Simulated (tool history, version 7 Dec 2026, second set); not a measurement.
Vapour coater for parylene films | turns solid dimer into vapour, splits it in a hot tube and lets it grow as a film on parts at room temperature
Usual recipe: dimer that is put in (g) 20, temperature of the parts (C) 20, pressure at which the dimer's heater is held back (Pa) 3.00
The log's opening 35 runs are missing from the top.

| run | day | dimer that is put in (g) | temperature of the parts (C) | pressure at which the dimer's heater is held back (Pa) | hours of work since the trap's valve was overhauled | hours of work since the table's thermometer was calibrated | thickness of the film (µm) |
|---|---|---|---|---|---|---|---|
|  | 22.550 | trap's valve overhauled |
| 36 | 23.379 | 10 | 20 | 4.41 | 9 | 576 | 6.70 |
| 37 | 24.258 | 20 | 21 | 4.61 | 19 | 586 | 12.68 |
| 38 | 24.625 | 13 | 15 | 5.16 | 23 | 590 | 10.35 |
| 39 | 25.296 | 13 | 12 | 2.60 | 30 | 597 | 13.83 |
| 40 | 25.679 | 31 | 12 | 2.60 | 35 | 602 | 33.03 |
| 41 | 26.250 | 31 | 14 | 11.34 | 41 | 608 | 21.39 |
| 42 | 26.683 | 31 | 14 | 11.34 | 46 | 613 | 21.22 |
| 43 | 27.304 | 26 | 13 | 5.57 | 53 | 619 | 21.96 |
| 44 | 27.812 | 26 | 13 | 5.57 | 58 | 625 | 21.99 |
| 45 | 28.496 | 26 | 13 | 5.57 | 66 | 633 | 21.91 |
| 46 | 29.338 | 20 | 15 | 3.26 | 75 | 642 | 17.54 |
| 47 | 30.188 | 11 | 24 | 7.51 | 84 | 651 | 5.38 |

Branching from run 47: 4 alternative next runs. What would each branch give?
| A | 30.604 | 11 | 30 | 2.01 | 89 | 656 | ? |
| B | 30.604 | 11 | 24 | 3.34 | 89 | 656 | ? |
| C | 30.604 | 16 | 24 | 7.51 | 89 | 656 | ? |
| D | 30.604 | 31 | 26 | 5.58 | 89 | 656 | ? |

| run | thickness of the film (µm) |
|---|---|
| A | 5.67 |
| B | 6.48 |
| C | 7.79 |
| D | 14.79 |
Take away the tool's hidden state, keep each run's random variation, and the runs would have read:
| run | thickness of the film (µm) |
|---|---|
| A | 5.78 |
| B | 6.60 |
| C | 7.94 |
| D | 15.07 |
